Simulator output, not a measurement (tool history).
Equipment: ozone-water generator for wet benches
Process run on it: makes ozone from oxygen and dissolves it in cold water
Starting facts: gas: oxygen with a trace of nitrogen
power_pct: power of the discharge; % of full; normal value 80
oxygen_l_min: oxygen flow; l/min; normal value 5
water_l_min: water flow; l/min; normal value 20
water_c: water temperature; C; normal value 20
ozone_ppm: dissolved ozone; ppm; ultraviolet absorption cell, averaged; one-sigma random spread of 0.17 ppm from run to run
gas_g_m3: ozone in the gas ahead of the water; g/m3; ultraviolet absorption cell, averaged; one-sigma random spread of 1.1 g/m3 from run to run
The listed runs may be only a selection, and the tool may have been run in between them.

run,day,power_pct,oxygen_l_min,water_l_min,water_c,ozone_ppm,gas_g_m3
1,0,80,5,20,20,22.6,198.3
2,3.304,80,5,20,20,22.6,196.8
3,6.929,80,3.78,20,20,22.3,233.2
4,11.092,80,3.78,20,20,22.5,231.9
5,13.417,80,3.78,20,20,22.3,234.3
6,16.7,80,5,20,25,20.6,199.3
7,20.112,80,5,20,17,23.7,198.1
8,23.262,80,5.75,20,20,22.3,181
9,27.308,80,5.75,20,20,22.5,179
10,31.067,80,2.64,20,20,22.2,288.3
11,35.388,80,2.64,20,20,22.1,289.2
12,38.558,80,2.64,20,20,22.1,285.6
13,41.208,80,2.64,20,27,20.2,287.1
14,44.908,80,5,20,20,22.3,194.6
15,49.512,80,5,31,20,16.4,194.6
16,52.254,80,5,31,20,16.5,194.7
17,54.471,80,5,24,28,17.8,195.4
18,56.683,58,3.25,19,14,20.2,206.4
19,59.754,58,3.25,19,14,20.6,204.9
20,63.458,80,5.21,22,13,23.1,189.8
21,68.054,69,2.65,15,18,25.6,259.3
22,70.525,56,5,20,23,17.4,155
23,72.821,56,7.03,19,21,17.6,125.5
24,75.146,45,5,20,19,16,135.7
25,77.488,80,5.07,20,17,23.7,191.7
26,79.817,92,3.4,20,19,24.9,263.7
27,82.662,93,3.4,28,19,19.1,265.2
28,84.9,93,3.4,28,19,19.2,267.1
29,89.279,93,3.11,28,27,17.5,278.9
30,93.304,71,5,27,25,15.7,178.5
31,96.029,80,5,27,13,19.4,193.8
# day 96.283: gauge calibrated
32,99.725,46,5,29,20,12.2,142

3 options for the next run, each taken on its own from the tool as it stands now. Forecast them:
A,102.204,80,3.82,18,20,?,?
B,102.204,80,3.55,15,20,?,?
C,102.204,80,3.55,20,20,?,?

run,ozone_ppm,gas_g_m3
A,24.7,230.9
B,27.8,242.1
C,22.6,243.6
Without the tool's hidden state the same runs would have given:
run,ozone_ppm,gas_g_m3
A,24.7,231.5
B,27.8,242.8
C,22.6,244.2

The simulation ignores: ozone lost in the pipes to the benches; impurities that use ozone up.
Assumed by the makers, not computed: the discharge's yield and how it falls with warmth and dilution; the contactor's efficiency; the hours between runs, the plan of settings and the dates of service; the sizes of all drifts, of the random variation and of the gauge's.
